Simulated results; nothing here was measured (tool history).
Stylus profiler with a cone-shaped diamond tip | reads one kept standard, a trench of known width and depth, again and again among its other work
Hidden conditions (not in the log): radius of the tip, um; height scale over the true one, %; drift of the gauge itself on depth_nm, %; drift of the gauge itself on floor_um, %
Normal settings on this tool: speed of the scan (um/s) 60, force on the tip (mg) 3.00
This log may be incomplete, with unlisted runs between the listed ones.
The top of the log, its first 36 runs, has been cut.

| run | hour | speed of the scan (um/s) | force on the tip (mg) | scans with this tip | hours of work since the height scale was calibrated | depth of the trench (angstrom) | width of the trench's floor (um) |
|---|---|---|---|---|---|---|---|
| 37 | 683.6 | 23 | 3.33 | 2324 | 44 | 2034.3 | 26.96 |
| 38 | 697.1 | 23 | 3.33 | 2353 | 51 | 2032.3 | 26.94 |
| 39 | 721.5 | 23 | 3.33 | 2405 | 63 | 2033.8 | 26.88 |
| 40 | 742.1 | 125 | 6.51 | 2450 | 74 | 2057.3 | 26.55 |
| 41 | 760.6 | 38 | 6.16 | 2489 | 84 | 2055.0 | 26.89 |
|  | 762.3 | height scale calibrated on a step standard, once more |
| 42 | 772.9 | 38 | 6.16 | 2514 | 5 | 2065.8 | 26.87 |
| 43 | 800.4 | 154 | 1.06 | 2573 | 20 | 2020.9 | 25.57 |
| 44 | 820.2 | 89 | 4.18 | 2616 | 30 | 2051.0 | 26.57 |
| 45 | 841.3 | 108 | 3.00 | 2661 | 41 | 2040.0 | 26.38 |
| 46 | 857.2 | 21 | 1.52 | 2696 | 49 | 2024.1 | 26.83 |

Here are 4 independent what-if runs from the current tool condition. What would each one return?
| A | 878.8 | 28 | 2.75 | 2742 | 60 | ? | ? |
| B | 878.8 | 60 | 6.49 | 2742 | 60 | ? | ? |
| C | 878.8 | 16 | 2.46 | 2742 | 60 | ? | ? |
| D | 878.8 | 60 | 5.40 | 2742 | 60 | ? | ? |

| run | depth of the trench (angstrom) | width of the trench's floor (um) |
|---|---|---|
| A | 2036.8 | 26.84 |
| B | 2065.3 | 26.75 |
| C | 2034.1 | 26.94 |
| D | 2058.8 | 26.71 |
Without the tool's unlogged condition, the same runs would have read:
| run | depth of the trench (angstrom) | width of the trench's floor (um) |
|---|---|---|
| A | 2036.9 | 27.04 |
| B | 2065.4 | 26.95 |
| C | 2034.1 | 27.14 |
| D | 2058.8 | 26.91 |
